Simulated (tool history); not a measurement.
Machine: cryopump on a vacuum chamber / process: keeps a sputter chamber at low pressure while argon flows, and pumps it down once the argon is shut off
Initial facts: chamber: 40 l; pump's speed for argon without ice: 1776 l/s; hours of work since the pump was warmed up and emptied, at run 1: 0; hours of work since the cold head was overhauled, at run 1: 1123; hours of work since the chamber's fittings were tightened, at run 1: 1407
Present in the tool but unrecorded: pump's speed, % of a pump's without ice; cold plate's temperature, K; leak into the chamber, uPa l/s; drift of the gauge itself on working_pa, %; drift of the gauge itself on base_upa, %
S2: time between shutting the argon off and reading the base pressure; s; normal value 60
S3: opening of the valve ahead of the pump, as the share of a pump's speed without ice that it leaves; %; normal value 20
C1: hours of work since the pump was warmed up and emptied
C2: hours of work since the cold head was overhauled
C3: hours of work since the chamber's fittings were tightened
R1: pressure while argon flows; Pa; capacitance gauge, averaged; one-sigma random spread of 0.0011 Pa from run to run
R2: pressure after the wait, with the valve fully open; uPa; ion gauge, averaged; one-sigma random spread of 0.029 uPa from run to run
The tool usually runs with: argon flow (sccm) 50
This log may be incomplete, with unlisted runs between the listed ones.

run 1 hour=0.0 | argon_flow_(sccm)=50 S2=60 S3=20 | C1=0 C2=1123 C3=1407 | R1=0.2385 R2=2.91
run 2 hour=35.8 | argon_flow_(sccm)=41 S2=60 S3=20 | C1=31 C2=1154 C3=1438 | R1=0.1947 R2=3.00
run 3 hour=103.0 | argon_flow_(sccm)=50 S2=60 S3=21 | C1=90 C2=1212 C3=1497 | R1=0.2262 R2=3.02
run 4 hour=188.1 | argon_flow_(sccm)=50 S2=60 S3=38 | C1=164 C2=1287 C3=1571 | R1=0.1267 R2=3.18
run 5 hour=276.5 | argon_flow_(sccm)=50 S2=60 S3=38 | C1=241 C2=1364 C3=1648 | R1=0.1282 R2=3.26
run 6 hour=320.0 | argon_flow_(sccm)=50 S2=60 S3=38 | C1=279 C2=1402 C3=1686 | R1=0.1293 R2=3.34
run 7 hour=367.2 | argon_flow_(sccm)=87 S2=60 S3=20 | C1=320 C2=1443 C3=1727 | R1=0.4200 R2=3.41
run 8 hour=452.9 | argon_flow_(sccm)=87 S2=60 S3=24 | C1=395 C2=1517 C3=1802 | R1=0.3558 R2=3.58
run 9 hour=515.4 | argon_flow_(sccm)=87 S2=60 S3=24 | C1=449 C2=1572 C3=1856 | R1=0.3580 R2=3.67
run 10 hour=586.7 | argon_flow_(sccm)=50 S2=60 S3=20 | C1=511 C2=1634 C3=1918 | R1=0.2463 R2=3.83
-- hour=661.3 leaking fittings of the chamber tightened, without venting
run 11 hour=677.6 | argon_flow_(sccm)=50 S2=60 S3=20 | C1=589 C2=1712 C3=14 | R1=0.2486 R2=1.54
run 12 hour=715.8 | argon_flow_(sccm)=50 S2=60 S3=29 | C1=622 C2=1745 C3=48 | R1=0.1737 R2=1.49
run 13 hour=766.6 | argon_flow_(sccm)=50 S2=60 S3=29 | C1=666 C2=1789 C3=92 | R1=0.1726 R2=1.59
run 14 hour=807.5 | argon_flow_(sccm)=50 S2=60 S3=20 | C1=702 C2=1825 C3=127 | R1=0.2476 R2=1.60
run 15 hour=847.2 | argon_flow_(sccm)=50 S2=31 S3=20 | C1=737 C2=1859 C3=162 | R1=0.2503 R2=2.82
run 16 hour=910.5 | argon_flow_(sccm)=50 S2=31 S3=20 | C1=792 C2=1915 C3=217 | R1=0.2487 R2=2.96
run 17 hour=982.9 | argon_flow_(sccm)=40 S2=60 S3=30 | C1=855 C2=1978 C3=280 | R1=0.1367 R2=1.89
run 18 hour=1018.9 | argon_flow_(sccm)=53 S2=37 S3=20 | C1=886 C2=2009 C3=312 | R1=0.2677 R2=2.68
run 19 hour=1091.3 | argon_flow_(sccm)=41 S2=37 S3=51 | C1=949 C2=2072 C3=375 | R1=0.0885 R2=2.82
run 20 hour=1149.4 | argon_flow_(sccm)=34 S2=24 S3=58 | C1=1000 C2=2123 C3=425 | R1=0.0669 R2=4.08
run 21 hour=1230.8 | argon_flow_(sccm)=37 S2=37 S3=20 | C1=1071 C2=2194 C3=496 | R1=0.1868 R2=2.96
-- hour=1279.6 pump warmed up, emptied and cooled again
run 22 hour=1290.7 | argon_flow_(sccm)=37 S2=37 S3=20 | C1=10 C2=2242 C3=544 | R1=0.1782 R2=2.86
run 23 hour=1367.5 | argon_flow_(sccm)=39 S2=27 S3=20 | C1=77 C2=2309 C3=611 | R1=0.1869 R2=3.64
run 24 hour=1405.0 | argon_flow_(sccm)=21 S2=33 S3=37 | C1=109 C2=2341 C3=644 | R1=0.0536 R2=3.22
run 25 hour=1486.4 | argon_flow_(sccm)=50 S2=88 S3=20 | C1=180 C2=2412 C3=715 | R1=0.2415 R2=1.88
run 26 hour=1549.6 | argon_flow_(sccm)=50 S2=88 S3=20 | C1=235 C2=2467 C3=770 | R1=0.2408 R2=2.07
run 27 hour=1631.3 | argon_flow_(sccm)=50 S2=88 S3=20 | C1=307 C2=2538 C3=841 | R1=0.2440 R2=2.11
run 28 hour=1676.9 | argon_flow_(sccm)=50 S2=241 S3=20 | C1=346 C2=2578 C3=881 | R1=0.2444 R2=1.62
run 29 hour=1734.1 | argon_flow_(sccm)=50 S2=241 S3=20 | C1=396 C2=2628 C3=931 | R1=0.2447 R2=1.75

What does the tool deliver on the next run?
run 30 hour=1804.0 | argon_flow_(sccm)=21 S2=48 S3=35 | C1=457 C2=2689 C3=992 | R1=? R2=?

R1: 0.0598 Pa
R2: 2.98 uPa
With the hidden condition absent and the run-to-run variation left alone, this run would have shown R1 0.0567 Pa, R2 1.65 uPa.
